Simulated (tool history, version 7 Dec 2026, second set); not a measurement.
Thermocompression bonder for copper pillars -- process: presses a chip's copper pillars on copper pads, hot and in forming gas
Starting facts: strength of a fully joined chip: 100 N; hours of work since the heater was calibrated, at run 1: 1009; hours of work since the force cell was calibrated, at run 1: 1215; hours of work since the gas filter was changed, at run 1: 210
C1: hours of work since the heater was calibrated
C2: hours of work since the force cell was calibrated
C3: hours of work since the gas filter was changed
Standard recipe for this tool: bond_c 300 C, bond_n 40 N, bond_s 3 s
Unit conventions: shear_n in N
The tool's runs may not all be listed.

{"run": 1, "hour": 0.0, "bond_c": 300, "bond_n": 40, "bond_s": 3, "C1": 1009, "C2": 1215, "C3": 210, "shear_n": 60.3}
{"run": 2, "hour": 50.4, "bond_c": 300, "bond_n": 40, "bond_s": 3, "C1": 1034, "C2": 1240, "C3": 235, "shear_n": 59.5}
{"run": 3, "hour": 100.3, "bond_c": 300, "bond_n": 40, "bond_s": 3, "C1": 1059, "C2": 1265, "C3": 260, "shear_n": 60.1}
{"run": 4, "hour": 129.5, "bond_c": 300, "bond_n": 40, "bond_s": 3, "C1": 1074, "C2": 1280, "C3": 275, "shear_n": 60.0}
{"run": 5, "hour": 153.4, "bond_c": 300, "bond_n": 40, "bond_s": 3, "C1": 1086, "C2": 1292, "C3": 287, "shear_n": 59.9}
{"run": 6, "hour": 178.5, "bond_c": 300, "bond_n": 40, "bond_s": 6, "C1": 1098, "C2": 1304, "C3": 299, "shear_n": 72.7}
{"run": 7, "hour": 224.2, "bond_c": 300, "bond_n": 40, "bond_s": 6, "C1": 1121, "C2": 1327, "C3": 322, "shear_n": 72.7}
{"run": 8, "hour": 251.2, "bond_c": 300, "bond_n": 40, "bond_s": 8, "C1": 1135, "C2": 1340, "C3": 335, "shear_n": 77.8}
{"hour": 259.4, "done": "forming gas filter changed"}
{"run": 9, "hour": 290.0, "bond_c": 320, "bond_n": 40, "bond_s": 3, "C1": 1154, "C2": 1359, "C3": 15, "shear_n": 73.8}
{"run": 10, "hour": 316.6, "bond_c": 285, "bond_n": 48, "bond_s": 4, "C1": 1167, "C2": 1373, "C3": 29, "shear_n": 61.7}
{"hour": 350.7, "done": "force cell calibrated"}
{"run": 11, "hour": 365.0, "bond_c": 330, "bond_n": 40, "bond_s": 5, "C1": 1190, "C2": 7, "C3": 52, "shear_n": 85.6}
{"run": 12, "hour": 389.0, "bond_c": 286, "bond_n": 25, "bond_s": 6, "C1": 1202, "C2": 19, "C3": 64, "shear_n": 50.1}
{"run": 13, "hour": 434.9, "bond_c": 272, "bond_n": 51, "bond_s": 4, "C1": 1225, "C2": 42, "C3": 87, "shear_n": 54.6}
{"run": 14, "hour": 484.8, "bond_c": 272, "bond_n": 31, "bond_s": 3, "C1": 1250, "C2": 67, "C3": 112, "shear_n": 35.9}
{"run": 15, "hour": 512.0, "bond_c": 272, "bond_n": 31, "bond_s": 3, "C1": 1264, "C2": 80, "C3": 125, "shear_n": 36.0}
{"run": 16, "hour": 537.3, "bond_c": 324, "bond_n": 60, "bond_s": 7, "C1": 1276, "C2": 93, "C3": 138, "shear_n": 95.6}
{"run": 17, "hour": 579.5, "bond_c": 306, "bond_n": 60, "bond_s": 4, "C1": 1297, "C2": 114, "C3": 159, "shear_n": 79.7}

Branching from run 17: 5 alternative next runs. What would each branch give?
{"run": "A", "hour": 611.4, "bond_c": 329, "bond_n": 32, "bond_s": 4, "C1": 1313, "C2": 130, "C3": 175, "shear_n": "?"}
{"run": "B", "hour": 611.4, "bond_c": 311, "bond_n": 40, "bond_s": 2, "C1": 1313, "C2": 130, "C3": 175, "shear_n": "?"}
{"run": "C", "hour": 611.4, "bond_c": 306, "bond_n": 35, "bond_s": 2, "C1": 1313, "C2": 130, "C3": 175, "shear_n": "?"}
{"run": "D", "hour": 611.4, "bond_c": 300, "bond_n": 50, "bond_s": 3, "C1": 1313, "C2": 130, "C3": 175, "shear_n": "?"}
{"run": "E", "hour": 611.4, "bond_c": 300, "bond_n": 40, "bond_s": 7, "C1": 1313, "C2": 130, "C3": 175, "shear_n": "?"}

run=A shear_n=76.4
run=B shear_n=59.9
run=C shear_n=52.9
run=D shear_n=66.7
run=E shear_n=76.0
Without the tool's hidden state the same runs would have given:
run=A shear_n=76.3
run=B shear_n=59.9
run=C shear_n=52.9
run=D shear_n=66.6
run=E shear_n=75.9

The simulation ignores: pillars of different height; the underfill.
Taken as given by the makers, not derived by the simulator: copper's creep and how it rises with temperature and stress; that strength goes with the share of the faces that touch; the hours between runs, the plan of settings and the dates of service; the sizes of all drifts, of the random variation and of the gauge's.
